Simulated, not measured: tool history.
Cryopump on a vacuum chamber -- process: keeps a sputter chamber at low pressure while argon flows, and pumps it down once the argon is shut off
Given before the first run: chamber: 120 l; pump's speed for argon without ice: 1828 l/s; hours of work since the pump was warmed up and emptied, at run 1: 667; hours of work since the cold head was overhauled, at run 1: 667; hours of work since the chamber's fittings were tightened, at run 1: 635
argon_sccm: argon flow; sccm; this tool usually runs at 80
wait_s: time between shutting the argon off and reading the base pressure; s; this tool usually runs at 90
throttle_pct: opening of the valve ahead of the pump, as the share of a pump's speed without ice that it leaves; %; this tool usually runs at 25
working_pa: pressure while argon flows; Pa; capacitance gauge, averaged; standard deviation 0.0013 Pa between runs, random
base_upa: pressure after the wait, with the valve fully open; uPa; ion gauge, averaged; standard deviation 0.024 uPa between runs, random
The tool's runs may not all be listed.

run	hour	argon_sccm	wait_s	throttle_pct	hours of work since the pump was warmed up and emptied	hours of work since the cold head was overhauled	hours of work since the chamber's fittings were tightened	working_pa	base_upa
1	0	80	90	25	667	667	635	0.3165	1.22
2	13.3	80	90	25	675	675	643	0.3182	1.29
3	29	80	90	25	685	685	653	0.3207	1.29
4	50	80	90	25	699	699	667	0.3185	1.35
5	70.2	80	90	25	712	712	679	0.3195	1.3
6	85.1	80	90	25	721	721	689	0.316	1.34
7	105.4	80	90	25	734	734	702	0.3197	1.34
8	125.7	80	90	56	747	747	715	0.1544	1.39
9	145	80	90	25	759	759	727	0.3208	1.38
10	159.3	80	90	25	768	768	736	0.3218	1.39
11	180.2	80	90	25	781	781	749	0.32	1.37
12	199.7	80	90	25	794	794	762	0.3216	1.44
# hour 208.9: pump warmed up, emptied and cooled again
13	220	80	90	49	7	803	771	0.1524	1.23
14	233.6	80	90	49	16	812	780	0.1527	1.23
15	249.7	76	90	25	26	822	790	0.2824	1.27
16	275.1	76	90	25	42	838	806	0.282	1.3
17	297.1	76	81	25	56	852	820	0.2821	1.34
18	316.9	76	81	25	68	865	833	0.2835	1.37
19	343	58	34	20	85	881	849	0.2701	2.58
20	367.4	39	191	42	101	897	865	0.0872	0.93
21	387.4	58	162	33	113	910	877	0.1656	0.89

Run 22 comes next. What will it give?
22	416	58	162	33	131	928	895	?	?

working_pa: 0.166 Pa
base_upa: 0.96 uPa
With no hidden state in the tool, this same run would have given working_pa 0.1627 Pa, base_upa 0.59 uPa.
